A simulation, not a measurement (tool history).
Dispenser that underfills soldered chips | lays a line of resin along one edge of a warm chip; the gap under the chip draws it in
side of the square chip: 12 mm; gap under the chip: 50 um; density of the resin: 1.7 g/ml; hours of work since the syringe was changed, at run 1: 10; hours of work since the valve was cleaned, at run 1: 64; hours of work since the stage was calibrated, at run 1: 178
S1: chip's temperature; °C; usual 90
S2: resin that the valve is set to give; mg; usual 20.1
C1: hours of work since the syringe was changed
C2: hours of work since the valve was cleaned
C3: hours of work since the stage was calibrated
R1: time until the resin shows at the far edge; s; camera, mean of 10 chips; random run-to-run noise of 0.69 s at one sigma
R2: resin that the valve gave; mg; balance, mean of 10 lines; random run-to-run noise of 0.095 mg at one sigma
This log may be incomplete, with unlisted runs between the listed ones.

| run | hour | S1 | S2 | C1 | C2 | C3 | R1 | R2 |
|---|---|---|---|---|---|---|---|---|
| 1 | 0 | 90 | 20.1 | 10 | 64 | 178 | 127.9 | 19.55 |
|  | 1.5 | new syringe of resin |
| 2 | 11.3 | 90 | 20.1 | 8 | 73 | 187 | 108.5 | 19.35 |
|  | 16.2 | new syringe of resin |
| 3 | 20.4 | 90 | 20.1 | 3 | 80 | 194 | 78.7 | 19.33 |
|  | 30.6 | new syringe of resin |
| 4 | 32.9 | 90 | 19.6 | 2 | 90 | 204 | 71.2 | 18.76 |
| 5 | 41.1 | 90 | 24.6 | 8 | 96 | 211 | 113.8 | 23.36 |
|  | 45.5 | new syringe of resin |
| 6 | 54.1 | 90 | 24.6 | 7 | 106 | 221 | 101.2 | 23.16 |
|  | 59.4 | new syringe of resin |
| 7 | 67.3 | 90 | 24.6 | 6 | 117 | 231 | 94.5 | 23.27 |
|  | 70.2 | dispensing valve cleaned and set on the balance |
|  | 75.3 | new syringe of resin |
| 8 | 80.7 | 90 | 24.6 | 4 | 8 | 241 | 79.9 | 24.48 |
|  | 89.6 | new syringe of resin |
| 9 | 93.2 | 90 | 24.6 | 3 | 18 | 250 | 72.1 | 24.5 |
|  | 104.4 | new syringe of resin |
| 10 | 107.6 | 84 | 20.1 | 3 | 29 | 262 | 87 | 19.68 |
|  | 118.5 | new syringe of resin |
| 11 | 119.4 | 96 | 20.1 | 1 | 38 | 271 | 53.4 | 19.63 |
| 12 | 130.1 | 90 | 20.1 | 9 | 47 | 280 | 121.6 | 19.63 |
|  | 133.4 | new syringe of resin |
| 13 | 144.5 | 90 | 25.8 | 9 | 58 | 291 | 116.2 | 24.79 |
|  | 148.4 | new syringe of resin |
| 14 | 160 | 90 | 25.8 | 9 | 70 | 303 | 118.1 | 24.65 |
|  | 162.9 | new syringe of resin |
| 15 | 170 | 90 | 25.8 | 6 | 78 | 311 | 90.2 | 24.64 |
|  | 177.3 | new syringe of resin |
| 16 | 184.4 | 90 | 25.8 | 6 | 89 | 322 | 91.6 | 24.67 |
|  | 191.1 | new syringe of resin |
| 17 | 191.1 | 89 | 24.9 | 0 | 95 | 327 | 60.8 | 23.77 |
|  | 205.9 | new syringe of resin |
| 18 | 206.5 | 89 | 24.9 | 0 | 107 | 339 | 60.5 | 23.38 |
| 19 | 215 | 77 | 24.9 | 7 | 113 | 346 | 146.9 | 23.16 |
|  | 220.3 | new syringe of resin |
|  | 222.2 | dispensing valve cleaned and set on the balance |
| 20 | 223.3 | 104 | 17.3 | 2 | 1 | 352 | 46.4 | 17.16 |
|  | 235.3 | new syringe of resin |
| 21 | 235.3 | 98 | 24.4 | 0 | 10 | 361 | 46.3 | 24.11 |
|  | 250 | new syringe of resin |
| 22 | 250.4 | 81 | 19.6 | 0 | 22 | 373 | 76.8 | 19.37 |
|  | 264.2 | new syringe of resin |
| 23 | 265 | 81 | 18.1 | 1 | 34 | 384 | 79.5 | 17.69 |

A few steps of R1 between consecutive runs. Split each: what settings, incoming material and random variation would produce without the hidden state, and what is left over for the hidden state, along with gauge scatter present in only one of the two compared results (measured, and without hidden state):
The hidden state here: resin's viscosity, % of fresh resin's; dose that the valve gives, % of what is set; true chip temperature over the reading, C; drift of the gauge itself on fill_s, %; drift of the gauge itself on given_mg, %.
Run 11 -> 12: S1 96 -> 90. R1 +68.2 s: hidden state +58.5, all else +9.7.
Run 18 -> 19: S1 89 -> 77. R1 +86.4 s: hidden state +58, all else +28.4.
Run 19 -> 20: S1 77 -> 104, S2 24.9 -> 17.3, new syringe of resin, dispensing valve cleaned and set on the balance. R1 -100.5 s: hidden state -52.6, all else -47.9.

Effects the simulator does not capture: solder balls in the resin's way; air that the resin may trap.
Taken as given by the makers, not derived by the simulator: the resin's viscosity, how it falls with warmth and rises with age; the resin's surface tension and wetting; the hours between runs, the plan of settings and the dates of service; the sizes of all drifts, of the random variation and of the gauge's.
